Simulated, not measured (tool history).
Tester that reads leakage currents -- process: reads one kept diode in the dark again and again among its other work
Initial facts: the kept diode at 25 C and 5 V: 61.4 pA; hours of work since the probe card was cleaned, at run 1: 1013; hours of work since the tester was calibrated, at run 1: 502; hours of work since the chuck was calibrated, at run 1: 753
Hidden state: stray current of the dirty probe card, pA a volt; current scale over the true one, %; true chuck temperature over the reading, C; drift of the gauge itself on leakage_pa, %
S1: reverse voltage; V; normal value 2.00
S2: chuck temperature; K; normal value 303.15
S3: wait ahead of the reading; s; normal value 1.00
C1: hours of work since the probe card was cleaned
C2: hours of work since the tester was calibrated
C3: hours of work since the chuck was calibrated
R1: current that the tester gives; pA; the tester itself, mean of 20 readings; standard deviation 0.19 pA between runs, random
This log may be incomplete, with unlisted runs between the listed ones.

Run 1, hour 0.0: usual settings; C1 1013; C2 502; C3 753. Result: R1 59.32 pA.
Run 2, hour 33.1: usual settings but S2 302.15 K; C1 1039; C2 528; C3 779. Result: R1 55.55 pA.
Run 3, hour 62.5: usual settings but S2 327.15 K; C1 1062; C2 551; C3 802. Result: R1 292.26 pA.
Run 4, hour 97.0: usual settings but S1 1.62 V; C1 1089; C2 579; C3 829. Result: R1 53.63 pA.
Run 5, hour 126.7: usual settings but S1 1.62 V; C1 1113; C2 602; C3 853. Result: R1 54.35 pA.
Run 6, hour 163.7: usual settings but S1 1.62 V; C1 1142; C2 632; C3 882. Result: R1 54.06 pA.
Run 7, hour 207.5: usual settings but S1 1.62 V; C1 1177; C2 666; C3 917. Result: R1 54.09 pA.
Run 8, hour 247.0: usual settings; C1 1208; C2 697; C3 948. Result: R1 59.08 pA.
Run 9, hour 280.4: usual settings; C1 1234; C2 724; C3 974. Result: R1 59.30 pA.
Run 10, hour 313.7: usual settings but S3 2.05 s; C1 1261; C2 750; C3 1001. Result: R1 59.00 pA.
Run 11, hour 351.8: usual settings but S2 305.15 K; C1 1291; C2 780; C3 1031. Result: R1 68.54 pA.
Run 12, hour 395.1: usual settings but S2 305.15 K; C1 1325; C2 814; C3 1065. Result: R1 68.32 pA.
Run 13, hour 427.6: usual settings but S2 305.15 K; C1 1351; C2 840; C3 1091. Result: R1 68.17 pA.
Run 14, hour 474.3: usual settings but S1 2.37 V, S2 306.15 K, S3 4.91 s; C1 1388; C2 877; C3 1127. Result: R1 78.72 pA.
Run 15, hour 506.1: usual settings but S2 317.15 K; C1 1413; C2 902; C3 1153. Result: R1 154.51 pA.
Run 16, hour 548.3: usual settings but S2 317.15 K; C1 1446; C2 936; C3 1186. Result: R1 154.51 pA.
Run 17, hour 571.6: usual settings but S1 2.96 V, S2 305.15 K, S3 2.13 s; C1 1464; C2 954; C3 1204. Result: R1 80.74 pA.
Run 18, hour 598.5: usual settings but S2 320.15 K; C1 1486; C2 975; C3 1226. Result: R1 188.23 pA.
Run 19, hour 644.6: usual settings but S2 320.15 K; C1 1522; C2 1012; C3 1262. Result: R1 187.57 pA.
Run 20, hour 677.7: usual settings but S1 3.14 V, S2 318.15 K; C1 1548; C2 1038; C3 1288. Result: R1 200.85 pA.
Run 21, hour 706.1: usual settings but S3 3.21 s; C1 1571; C2 1060; C3 1311. Result: R1 58.98 pA.
Run 22, hour 735.8: usual settings but S1 5.56 V, S2 301.15 K, S3 3.79 s; C1 1594; C2 1084; C3 1334. Result: R1 80.96 pA.
Run 23, hour 778.3: usual settings but S1 15.49 V, S2 318.15 K, S3 4.25 s; C1 1628; C2 1117; C3 1368. Result: R1 412.73 pA.
Run 24, hour 817.2: usual settings but S1 12.37 V, S2 294.15 K, S3 2.20 s; C1 1659; C2 1148; C3 1399. Result: R1 70.54 pA.
Run 25, hour 849.0: usual settings but S1 5.23 V, S2 293.15 K; C1 1684; C2 1173; C3 1424. Result: R1 45.11 pA.

Forecast each of these 3 alternatives for the next run:
Run A, hour 887.1: usual settings but S1 5.23 V, S2 294.15 K, S3 1.42 s; C1 1714; C2 1203; C3 1454. Result: R1 ?.
Run B, hour 887.1: usual settings but S1 2.02 V, S2 327.15 K; C1 1714; C2 1203; C3 1454. Result: R1 ?.
Run C, hour 887.1: usual settings but S1 17.14 V, S2 306.15 K; C1 1714; C2 1203; C3 1454. Result: R1 ?.

run      R1
  A   47.89
  B  292.19
  C  196.40
What these runs would have given with no unlogged condition in the tool:
run      R1
  A   47.91
  B  292.48
  C  196.49
